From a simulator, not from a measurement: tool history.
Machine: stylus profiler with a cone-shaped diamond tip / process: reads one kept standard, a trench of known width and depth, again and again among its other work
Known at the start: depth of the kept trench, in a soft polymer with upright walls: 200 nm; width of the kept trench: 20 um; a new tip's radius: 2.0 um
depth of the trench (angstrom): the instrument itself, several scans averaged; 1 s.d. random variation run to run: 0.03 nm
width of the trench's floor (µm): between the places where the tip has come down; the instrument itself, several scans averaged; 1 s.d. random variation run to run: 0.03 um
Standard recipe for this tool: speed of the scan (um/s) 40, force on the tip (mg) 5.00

run	hour	speed of the scan (um/s)	force on the tip (mg)	depth of the trench (angstrom)	width of the trench's floor (µm)
1	0.0	40	5.00	2044.5	17.25
2	17.4	40	5.00	2045.0	17.29
3	25.7	40	5.00	2044.3	17.25
4	41.7	40	5.00	2044.3	17.21
5	54.0	40	5.00	2044.6	17.21
6	61.6	25	5.00	2044.6	17.30
7	71.1	25	5.00	2044.9	17.27
8	86.5	25	5.00	2044.8	17.27
9	97.0	25	5.00	2044.1	17.24
10	108.9	40	13.29	2089.5	17.20
11	124.3	40	13.29	2088.9	17.24
12	138.8	40	13.29	2088.9	17.26
13	154.1	40	13.29	2089.2	17.25
14	162.9	40	2.80	2029.1	17.12
15	172.1	40	5.00	2045.2	17.19
16	182.2	122	5.00	2044.6	17.00
17	196.0	40	5.00	2044.1	17.19
18	211.9	40	5.00	2044.1	17.18
19	222.2	40	5.00	2044.4	17.17
20	237.7	56	4.40	2040.4	17.11
21	248.0	40	10.56	2076.1	17.22
22	259.8	85	4.67	2042.2	17.07
23	274.3	124	5.00	2044.1	17.01
24	289.3	25	5.51	2048.0	17.20
25	304.4	12	1.75	2019.6	17.17
26	320.1	113	6.54	2053.7	16.99
27	331.3	17	7.29	2057.7	17.19
28	345.4	17	7.29	2058.2	17.15
29	357.6	146	8.38	2063.6	16.99
30	370.9	96	6.15	2050.8	17.02
31	385.9	96	6.15	2051.5	16.90
32	403.3	53	4.42	2039.9	17.04
33	413.6	12	3.69	2034.9	17.14
34	424.3	11	5.00	2044.2	17.11
35	435.0	87	3.93	2037.1	16.99
36	446.6	10	2.85	2028.7	17.11

Pick out some run-to-run changes in depth of the trench (angstrom). Of each, how much would a tool without hidden state show as well, from the settings, what came in and chance, and how much is left for the hidden state and any gauge scatter not in both results compared?
The hidden state here: radius of the tip, um; height scale over the true one, %; drift of the gauge itself on depth_nm, %; drift of the gauge itself on floor_um, %.
Run 7 -> 8: no setting changed, nothing entered. depth of the trench (angstrom) -0.1: hidden state -0.1, all else +0.0.
Run 9 -> 10: speed of the scan (um/s) 25 -> 40, force on the tip (mg) 5.00 -> 13.29. depth of the trench (angstrom) +45.4: hidden state -0.1, all else +45.5.
Run 12 -> 13: no setting changed, nothing entered. depth of the trench (angstrom) +0.3: hidden state -0.1, all else +0.4.
Run 13 -> 14: force on the tip (mg) 13.29 -> 2.80. depth of the trench (angstrom) -60.1: hidden state +0.1, all else -60.2.
Run 20 -> 21: speed of the scan (um/s) 56 -> 40, force on the tip (mg) 4.40 -> 10.56. depth of the trench (angstrom) +35.7: hidden state +0.0, all else +35.7.
